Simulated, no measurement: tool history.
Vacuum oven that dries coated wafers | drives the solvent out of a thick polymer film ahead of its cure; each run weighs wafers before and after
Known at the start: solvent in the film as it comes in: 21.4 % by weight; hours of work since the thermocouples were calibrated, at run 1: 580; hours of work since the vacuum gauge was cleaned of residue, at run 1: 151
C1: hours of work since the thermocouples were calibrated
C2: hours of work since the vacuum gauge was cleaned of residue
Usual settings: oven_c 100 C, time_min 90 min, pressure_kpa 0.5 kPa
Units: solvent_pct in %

Run 1, hour 0: usual settings; C1 580; C2 151. Result: solvent_pct 2.73 %.
Run 2, hour 15.4: usual settings; C1 592; C2 163. Result: solvent_pct 2.69 %.
Run 3, hour 37.1: usual settings; C1 609; C2 180. Result: solvent_pct 2.71 %.
Run 4, hour 58.4: usual settings but pressure_kpa 0.539 kPa; C1 626; C2 197. Result: solvent_pct 2.66 %.
Run 5, hour 85.5: usual settings; C1 647; C2 218. Result: solvent_pct 2.79 %.
Run 6, hour 105: usual settings; C1 662; C2 233. Result: solvent_pct 2.6 %.
Run 7, hour 129.3: usual settings but time_min 73 min; C1 681; C2 252. Result: solvent_pct 3.88 %.
Run 8, hour 151.3: usual settings but time_min 60 min; C1 698; C2 269. Result: solvent_pct 4.86 %.
Run 9, hour 172.7: usual settings but time_min 60 min; C1 714; C2 285. Result: solvent_pct 4.87 %.
Run 10, hour 193.7: usual settings; C1 731; C2 302. Result: solvent_pct 2.6 %.
Run 11, hour 205.9: usual settings; C1 740; C2 311. Result: solvent_pct 2.68 %.
Run 12, hour 227.5: usual settings; C1 757; C2 328. Result: solvent_pct 2.58 %.
Run 13, hour 248.9: usual settings; C1 773; C2 344. Result: solvent_pct 2.51 %.
Run 14, hour 276.5: usual settings but oven_c 89 C; C1 795; C2 366. Result: solvent_pct 6.79 %.
Run 15, hour 291.9: usual settings but oven_c 89 C; C1 807; C2 378. Result: solvent_pct 6.87 %.
Run 16, hour 316.3: usual settings but oven_c 89 C; C1 826; C2 397. Result: solvent_pct 6.93 %.
Run 17, hour 341.9: usual settings but oven_c 94 C; C1 846; C2 417. Result: solvent_pct 4.58 %.
Run 18, hour 353.9: usual settings but oven_c 94 C; C1 855; C2 426. Result: solvent_pct 4.74 %.
Run 19, hour 380.2: usual settings but oven_c 94 C; C1 875; C2 446. Result: solvent_pct 4.65 %.
Run 20, hour 404.3: usual settings but oven_c 94 C; C1 894; C2 465. Result: solvent_pct 4.67 %.
Run 21, hour 416: usual settings but oven_c 94 C; C1 903; C2 474. Result: solvent_pct 4.79 %.
Run 22, hour 436.8: usual settings but oven_c 94 C; C1 919; C2 490. Result: solvent_pct 4.63 %.
Run 23, hour 453.1: usual settings but oven_c 94 C; C1 932; C2 503. Result: solvent_pct 4.78 %.
Run 24, hour 465.3: usual settings but oven_c 109 C; C1 941; C2 512. Result: solvent_pct 0.65 %.
Run 25, hour 490.3: usual settings but oven_c 95 C, time_min 95 min, pressure_kpa 1.77 kPa; C1 961; C2 532. Result: solvent_pct 4.3 %.

Forecast run 26:
Run 26, hour 517.6: usual settings but oven_c 91 C, pressure_kpa 1.796 kPa; C1 982; C2 553. Result: solvent_pct ?.

solvent_pct: 6.14 %
Without the tool's hidden state the same run would have given solvent_pct 7.03 %.
